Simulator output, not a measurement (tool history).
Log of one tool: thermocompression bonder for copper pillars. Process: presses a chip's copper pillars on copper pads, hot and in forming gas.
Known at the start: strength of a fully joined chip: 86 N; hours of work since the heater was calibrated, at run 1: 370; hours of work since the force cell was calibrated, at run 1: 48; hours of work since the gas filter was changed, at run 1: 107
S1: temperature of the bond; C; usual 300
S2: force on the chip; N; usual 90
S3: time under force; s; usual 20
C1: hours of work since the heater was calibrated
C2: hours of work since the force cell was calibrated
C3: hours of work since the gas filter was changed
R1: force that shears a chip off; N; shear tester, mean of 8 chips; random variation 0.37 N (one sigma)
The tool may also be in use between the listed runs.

Run 1, hour 0.0: usual settings; C1 370; C2 48; C3 107. Result: R1 40.6 N.
Run 2, hour 38.5: usual settings; C1 387; C2 65; C3 125. Result: R1 40.8 N.
Run 3, hour 125.9: usual settings; C1 426; C2 104; C3 164. Result: R1 40.2 N.
At hour 172.8: forming gas filter changed.
Run 4, hour 206.2: usual settings; C1 462; C2 140; C3 15. Result: R1 42.2 N.
Run 5, hour 285.2: usual settings but S1 321 C; C1 497; C2 175; C3 50. Result: R1 50.7 N.
Run 6, hour 354.8: usual settings but S2 107 N; C1 528; C2 207; C3 81. Result: R1 47.5 N.
Run 7, hour 398.7: usual settings but S2 107 N; C1 548; C2 226; C3 101. Result: R1 47.9 N.
Run 8, hour 455.9: usual settings but S2 107 N; C1 573; C2 252; C3 126. Result: R1 46.8 N.
Run 9, hour 523.5: usual settings but S2 107 N; C1 603; C2 282; C3 157. Result: R1 47.3 N.
Run 10, hour 562.1: usual settings but S1 276 C, S2 107 N; C1 621; C2 299; C3 174. Result: R1 35.6 N.
At hour 587.4: forming gas filter changed.
Run 11, hour 640.4: usual settings but S1 324 C; C1 655; C2 334; C3 24. Result: R1 54.3 N.
Run 12, hour 705.4: usual settings; C1 684; C2 363; C3 53. Result: R1 43.3 N.
Run 13, hour 761.3: usual settings; C1 709; C2 388; C3 78. Result: R1 43.2 N.
Run 14, hour 832.0: usual settings; C1 741; C2 420; C3 109. Result: R1 43.4 N.
Run 15, hour 882.0: usual settings but S1 328 C; C1 763; C2 442; C3 132. Result: R1 55.3 N.
At hour 908.0: heater calibrated with a thermocouple chip.
Run 16, hour 941.1: usual settings but S1 328 C; C1 15; C2 467; C3 157. Result: R1 50.3 N.
Run 17, hour 993.9: usual settings but S1 328 C; C1 38; C2 491; C3 181. Result: R1 50.9 N.
At hour 1002.1: forming gas filter changed.
Run 18, hour 1057.9: usual settings but S2 72 N, S3 10 s; C1 67; C2 519; C3 25. Result: R1 24.8 N.
Run 19, hour 1096.2: usual settings but S1 291 C, S2 64 N, S3 18 s; C1 84; C2 536; C3 42. Result: R1 25.4 N.
Run 20, hour 1132.5: usual settings but S1 291 C, S2 64 N, S3 18 s; C1 100; C2 553; C3 58. Result: R1 25.8 N.
Run 21, hour 1203.1: usual settings but S1 272 C, S2 105 N, S3 18 s; C1 132; C2 584; C3 90. Result: R1 30.3 N.
Run 22, hour 1266.2: usual settings but S2 61 N, S3 14 s; C1 160; C2 612; C3 118. Result: R1 25.0 N.
Run 23, hour 1327.3: usual settings but S2 133 N, S3 54 s; C1 187; C2 640; C3 145. Result: R1 67.9 N.
Run 24, hour 1409.3: usual settings but S1 279 C, S2 77 N, S3 45 s; C1 224; C2 676; C3 182. Result: R1 36.5 N.
At hour 1415.2: forming gas filter changed.
Run 25, hour 1494.1: usual settings but S1 279 C, S2 77 N, S3 45 s; C1 261; C2 714; C3 35. Result: R1 38.1 N.
Run 26, hour 1569.1: usual settings but S1 302 C, S2 74 N, S3 54 s; C1 295; C2 747; C3 69. Result: R1 50.6 N.
Run 27, hour 1640.0: usual settings but S1 302 C, S2 74 N, S3 54 s; C1 327; C2 779; C3 100. Result: R1 50.6 N.
Run 28, hour 1727.1: usual settings but S3 13 s; C1 366; C2 818; C3 139. Result: R1 35.4 N.
Run 29, hour 1815.2: usual settings but S1 277 C, S2 122 N, S3 13 s; C1 405; C2 857; C3 179. Result: R1 33.6 N.
At hour 1828.7: forming gas filter changed.
Run 30, hour 1884.3: usual settings but S1 301 C, S2 92 N, S3 50 s; C1 435; C2 888; C3 25. Result: R1 58.2 N.
Run 31, hour 1936.7: usual settings but S1 322 C, S2 92 N, S3 24 s; C1 459; C2 912; C3 48. Result: R1 56.2 N.
Run 32, hour 1984.3: usual settings but S1 308 C, S3 17 s; C1 480; C2 933; C3 70. Result: R1 43.6 N.
Run 33, hour 2061.5: usual settings but S1 291 C, S2 76 N, S3 56 s; C1 515; C2 967; C3 104. Result: R1 48.2 N.
Run 34, hour 2124.1: usual settings but S1 272 C, S2 63 N, S3 14 s; C1 543; C2 995; C3 132. Result: R1 18.0 N.

Forecast each of these 4 alternatives for the next run:
Run A, hour 2201.9: usual settings but S1 282 C, S2 86 N, S3 29 s; C1 577; C2 1030; C3 167. Result: R1 ?.
Run B, hour 2201.9: usual settings but S1 296 C, S2 59 N, S3 33 s; C1 577; C2 1030; C3 167. Result: R1 ?.
Run C, hour 2201.9: usual settings but S1 311 C, S2 88 N, S3 28 s; C1 577; C2 1030; C3 167. Result: R1 ?.
Run D, hour 2201.9: usual settings but S1 275 C, S2 54 N, S3 23 s; C1 577; C2 1030; C3 167. Result: R1 ?.

run    R1
  A  37.6
  B  34.5
  C  51.1
  D  21.3
Without the tool's hidden state the same runs would have given:
run    R1
  A  34.5
  B  31.7
  C  48.2
  D  19.0
